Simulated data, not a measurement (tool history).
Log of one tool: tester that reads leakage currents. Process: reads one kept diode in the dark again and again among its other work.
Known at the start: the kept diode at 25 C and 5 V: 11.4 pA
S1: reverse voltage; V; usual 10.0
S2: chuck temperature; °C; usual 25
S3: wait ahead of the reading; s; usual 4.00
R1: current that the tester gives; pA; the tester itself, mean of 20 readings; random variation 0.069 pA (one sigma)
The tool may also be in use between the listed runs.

run,hour,S1,S2,S3,R1
1,0.0,10.0,25,4.00,15.25
2,84.8,10.0,25,4.00,15.42
3,276.3,10.0,25,4.00,15.80
4,411.6,10.0,25,2.62,18.34
5,591.6,10.0,25,2.62,18.97
6,698.2,10.0,39,2.62,44.86
7,851.4,10.0,39,2.62,44.78
8,950.1,10.0,39,2.62,44.93
9,1047.6,10.0,39,2.62,45.03
10,1139.2,10.0,39,2.62,45.05
11,1257.6,10.0,25,4.00,19.73
12,1403.2,10.0,25,4.00,19.90
13,1544.3,10.0,25,8.81,20.03
14,1667.5,10.0,25,0.44,22.88
15,1866.9,10.0,25,0.44,23.22
16,2034.1,10.0,25,4.00,20.89
17,2212.1,10.0,25,4.00,21.26
18,2333.8,10.0,25,4.00,21.62
19,2518.5,6.7,25,7.56,18.89
20,2712.1,6.2,30,7.09,23.60
21,2877.1,6.8,21,1.04,16.72
22,3028.2,6.8,21,1.04,16.83
23,3124.3,2.6,25,2.53,11.13
24,3318.0,10.0,43,0.89,64.18
25,3468.4,10.0,34,4.00,38.98
26,3627.2,3.8,45,4.00,43.65
27,3754.7,8.8,25,0.95,24.92
28,3958.0,8.8,25,0.95,25.84
29,4050.8,3.7,23,0.95,13.32
30,4226.3,3.7,23,0.95,13.45
31,4367.5,17.7,26,4.00,44.78
32,4471.5,10.3,25,2.54,31.21
33,4611.3,8.7,23,3.02,26.07
34,4697.0,11.7,23,2.90,32.57
35,4848.2,11.7,23,2.90,32.75
36,4986.5,3.1,20,1.35,11.53

Not shown: 4 entries that the log had between the listed runs. Between which runs, and how does the tool's hidden state differ before and after?
Between runs 3 and 4: chuck's temperature calibrated (hour 411.6)
  stray current of the dirty probe card, pA a volt: 0.293 -> 0.328; current scale over the true one, %: -1.63 -> -1.67; true chuck temperature over the reading, C: -2.16 -> -0.07
  measured less the result without the state, R1: +0.15 -> +2.66 pA
Between runs 18 and 19: chuck's temperature calibrated (hour 2443.1)
  stray current of the dirty probe card, pA a volt: 0.881 -> 0.932; current scale over the true one, %: -2.2 -> -2.25; true chuck temperature over the reading, C: -2.09 -> 0.03
  measured less the result without the state, R1: +5.89 -> +5.73 pA
Between runs 27 and 28: tester calibrated (hour 3785.4)
  stray current of the dirty probe card, pA a volt: 1.295 -> 1.357; current scale over the true one, %: -2.6 -> -0.13; true chuck temperature over the reading, C: -1.25 -> -1.46
  measured less the result without the state, R1: +9.26 -> +10.20 pA
Between runs 31 and 32: chuck's temperature calibrated (hour 4459.7)
  stray current of the dirty probe card, pA a volt: 1.479 -> 1.512; current scale over the true one, %: -0.25 -> -0.28; true chuck temperature over the reading, C: -1.93 -> 0.08
  measured less the result without the state, R1: +23.10 -> +15.33 pA
